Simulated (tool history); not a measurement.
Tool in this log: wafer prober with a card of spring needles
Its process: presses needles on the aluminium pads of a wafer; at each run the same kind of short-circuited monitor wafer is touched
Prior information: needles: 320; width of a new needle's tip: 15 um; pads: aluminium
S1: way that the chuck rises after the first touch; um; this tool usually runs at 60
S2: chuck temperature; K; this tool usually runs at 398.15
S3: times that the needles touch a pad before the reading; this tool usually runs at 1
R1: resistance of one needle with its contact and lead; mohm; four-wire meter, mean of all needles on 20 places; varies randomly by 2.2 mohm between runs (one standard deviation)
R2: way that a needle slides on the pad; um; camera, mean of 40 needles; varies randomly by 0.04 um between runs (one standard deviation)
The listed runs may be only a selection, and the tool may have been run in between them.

run	hour	S1	S2	S3	R1	R2
1	0	60	398.15	1	268	16.35
# hour 17.9: tips cleaned on abrasive film
2	25.2	60	398.15	1	269	16.28
# hour 42.3: tips cleaned on abrasive film
3	42.3	60	315.15	1	227	16.32
4	64.3	60	315.15	1	280	16.25
# hour 65.8: tips cleaned on abrasive film
5	83.1	52	398.15	1	299	14.02
# hour 90.3: tips cleaned on abrasive film
6	95.2	52	398.15	1	277	14.12
# hour 114.8: tips cleaned on abrasive film
7	119.3	52	398.15	1	269	14.06
# hour 138.8: tips cleaned on abrasive film
8	139.6	52	398.15	1	248	13.96
# hour 163.3: tips cleaned on abrasive film
9	163.3	60	398.15	1	246	16.27
10	184.7	60	398.15	1	289	16.27
# hour 186.8: tips cleaned on abrasive film
11	208.7	76	398.15	1	276	20.65
# hour 211.2: tips cleaned on abrasive film
12	228.6	76	398.15	1	273	20.47
# hour 235.4: tips cleaned on abrasive film
13	250.5	76	398.15	1	269	20.54
# hour 260.3: tips cleaned on abrasive film
14	277.9	76	398.15	1	272	20.54
# hour 284.6: tips cleaned on abrasive film
15	292.1	64	334.15	2	244	17.19
# hour 308.6: tips cleaned on abrasive film
16	314.6	60	377.15	1	259	16.15
# hour 332.7: tips cleaned on abrasive film
17	333	48	300.15	1	233	12.89
# hour 356.3: tips cleaned on abrasive film
18	357.2	48	300.15	1	234	12.77
# hour 379.7: tips cleaned on abrasive film
19	379.9	47	361.15	3	235	12.53
20	396.7	47	361.15	3	266	12.52
# hour 404.2: tips cleaned on abrasive film
# hour 412.2: height of the first contact set anew
21	417.5	47	361.15	3	255	12.9
# hour 429.2: tips cleaned on abrasive film
22	430.3	47	361.15	3	238	12.99
23	447.1	64	359.15	1	276	17.53
# hour 453.3: tips cleaned on abrasive film
24	473.1	66	385.15	1	282	18.16
# hour 477.7: tips cleaned on abrasive film
25	492.5	52	323.15	2	262	14.23

Run 26 is up next; what results do you expect?
# hour 502.2: tips cleaned on abrasive film
26	505.3	50	323.15	1	?	?

{"run 26": {"R1": 256, "R2": 13.69}}
Without the tool's hidden state the same run would have given R1 225 mohm, R2 13.75 um.

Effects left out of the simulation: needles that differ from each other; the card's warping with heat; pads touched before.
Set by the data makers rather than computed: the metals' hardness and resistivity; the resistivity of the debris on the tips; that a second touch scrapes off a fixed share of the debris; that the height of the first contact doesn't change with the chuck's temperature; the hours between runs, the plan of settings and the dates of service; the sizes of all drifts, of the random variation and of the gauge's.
